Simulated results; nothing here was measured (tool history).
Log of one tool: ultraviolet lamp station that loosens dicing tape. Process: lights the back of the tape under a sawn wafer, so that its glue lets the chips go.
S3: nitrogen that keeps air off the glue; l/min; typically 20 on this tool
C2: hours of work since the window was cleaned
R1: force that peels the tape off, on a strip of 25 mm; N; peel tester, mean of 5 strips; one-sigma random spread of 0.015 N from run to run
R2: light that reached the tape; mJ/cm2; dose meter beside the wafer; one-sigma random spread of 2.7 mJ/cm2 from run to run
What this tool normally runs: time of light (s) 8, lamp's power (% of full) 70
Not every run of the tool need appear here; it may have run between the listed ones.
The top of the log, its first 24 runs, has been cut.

Run 25, hour 172.2: usual settings but time of light (s) 16, S3 10 l/min; hours of work of the lamp 333; C2 430. Result: R1 0.427 N, R2 619 mJ/cm2.
Run 26, hour 177.4: usual settings but time of light (s) 16, lamp's power (% of full) 98, S3 8 l/min; hours of work of the lamp 336; C2 433. Result: R1 0.266 N, R2 853 mJ/cm2.
Run 27, hour 183.5: usual settings but lamp's power (% of full) 78; hours of work of the lamp 340; C2 436. Result: R1 0.824 N, R2 339 mJ/cm2.
Run 28, hour 194.3: usual settings but time of light (s) 11, lamp's power (% of full) 73; hours of work of the lamp 346; C2 442. Result: R1 0.498 N, R2 437 mJ/cm2.
Run 29, hour 201.2: usual settings but lamp's power (% of full) 76; hours of work of the lamp 350; C2 446. Result: R1 0.860 N, R2 334 mJ/cm2.
Run 30, hour 211.6: usual settings but lamp's power (% of full) 88, S3 18 l/min; hours of work of the lamp 355; C2 452. Result: R1 0.688 N, R2 384 mJ/cm2.
Run 31, hour 217.6: usual settings but lamp's power (% of full) 80, S3 16 l/min; hours of work of the lamp 359; C2 455. Result: R1 0.863 N, R2 349 mJ/cm2.
Run 32, hour 223.7: usual settings but S3 16 l/min; hours of work of the lamp 362; C2 459. Result: R1 1.091 N, R2 304 mJ/cm2.
Run 33, hour 232.0: usual settings but time of light (s) 4, lamp's power (% of full) 60; hours of work of the lamp 367; C2 463. Result: R1 2.522 N, R2 132 mJ/cm2.
Run 34, hour 240.3: usual settings but time of light (s) 13, lamp's power (% of full) 60, S3 21 l/min; hours of work of the lamp 371; C2 468. Result: R1 0.546 N, R2 423 mJ/cm2.
Run 35, hour 249.1: usual settings but lamp's power (% of full) 69, S3 13 l/min; hours of work of the lamp 376; C2 473. Result: R1 1.283 N, R2 293 mJ/cm2.
Run 36, hour 258.2: usual settings but lamp's power (% of full) 69, S3 13 l/min; hours of work of the lamp 381; C2 478. Result: R1 1.281 N, R2 297 mJ/cm2.
Run 37, hour 267.5: usual settings but time of light (s) 5, lamp's power (% of full) 84, S3 9 l/min; hours of work of the lamp 387; C2 483. Result: R1 2.152 N, R2 223 mJ/cm2.
Run 38, hour 274.9: usual settings but time of light (s) 15, lamp's power (% of full) 73, S3 12 l/min; hours of work of the lamp 391; C2 487. Result: R1 0.414 N, R2 586 mJ/cm2.
Run 39, hour 281.0: usual settings but time of light (s) 13, lamp's power (% of full) 81, S3 8 l/min; hours of work of the lamp 394; C2 491. Result: R1 0.590 N, R2 565 mJ/cm2.
Run 40, hour 291.8: usual settings but time of light (s) 13, lamp's power (% of full) 81, S3 8 l/min; hours of work of the lamp 400; C2 497. Result: R1 0.583 N, R2 561 mJ/cm2.
Run 41, hour 300.2: usual settings but time of light (s) 13, lamp's power (% of full) 81, S3 8 l/min; hours of work of the lamp 405; C2 501. Result: R1 0.605 N, R2 560 mJ/cm2.

Forecast each of these 3 alternatives for the next run:
Run A, hour 306.3: usual settings but lamp's power (% of full) 64, S3 16 l/min; hours of work of the lamp 408; C2 505. Result: R1 ?, R2 ?.
Run B, hour 306.3: usual settings but time of light (s) 14, lamp's power (% of full) 77, S3 9 l/min; hours of work of the lamp 408; C2 505. Result: R1 ?, R2 ?.
Run C, hour 306.3: usual settings but lamp's power (% of full) 78, S3 10 l/min; hours of work of the lamp 408; C2 505. Result: R1 ?, R2 ?.

run     R1   R2
  A  1.335  275
  B  0.544  577
  C  1.263  326
Without the tool's hidden state the same runs would have given:
run     R1   R2
  A  0.947  343
  B  0.356  721
  C  0.890  408
